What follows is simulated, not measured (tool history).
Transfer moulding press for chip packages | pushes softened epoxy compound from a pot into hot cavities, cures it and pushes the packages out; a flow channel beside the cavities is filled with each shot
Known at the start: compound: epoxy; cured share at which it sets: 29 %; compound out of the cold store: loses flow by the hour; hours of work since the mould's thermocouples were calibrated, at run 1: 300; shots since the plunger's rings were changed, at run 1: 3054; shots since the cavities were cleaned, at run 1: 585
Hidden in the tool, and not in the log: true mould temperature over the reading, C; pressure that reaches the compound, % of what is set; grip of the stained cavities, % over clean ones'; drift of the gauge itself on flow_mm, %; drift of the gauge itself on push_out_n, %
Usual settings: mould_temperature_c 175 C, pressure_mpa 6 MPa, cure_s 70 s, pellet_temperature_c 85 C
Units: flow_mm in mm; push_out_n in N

run	hour	mould_temperature_c	pressure_mpa	cure_s	pellet_temperature_c	hours of work since the mould's thermocouples were calibrated	shots since the plunger's rings were changed	shots since the cavities were cleaned	incoming compound's hours out of the cold store	flow_mm	push_out_n
1	0	175	6	70	85	300	3054	585	41.8	882	591
# hour 12: cavities cleaned with cleaning compound and waxed
2	13	175	6	70	85	308	3254	18	38.3	894	394
3	27.4	175	6	70	85	319	3503	267	37.2	879	530
4	43.2	175	6	70	85	330	3776	540	10.3	942	596
5	55.5	175	6	70	85	339	3990	754	38.3	880	653
# hour 57.9: cavities cleaned with cleaning compound and waxed
6	69.9	177	6	70	85	348	4212	207	24.8	904	467
7	85.8	177	6	70	85	359	4489	484	44.7	857	537
8	94.5	177	6	70	85	366	4639	634	38.6	856	553
# hour 100.9: plunger's sealing rings changed
# hour 106.2: cavities cleaned with cleaning compound and waxed
9	111.2	177	6	70	85	375	153	88	19.1	977	423
10	121.4	177	6	70	85	382	329	264	33.2	941	467
11	133.4	177	6	70	85	391	537	472	9.5	994	550
# hour 152: cavities cleaned with cleaning compound and waxed
12	152	177	6	70	85	403	833	1	26.1	942	345
13	166.6	175	6	59	85	413	1086	254	36	936	723
14	178.3	175	6	70	87	422	1289	457	22.5	953	580

Forecast run 15:
15	194.7	175	7.06	55	88	434	1572	740	42.9	?	?

{"run 15": {"flow_mm": 982, "push_out_n": 1053}}
Without the tool's hidden state the same run would have given flow_mm 1010 mm, push_out_n 647 N.
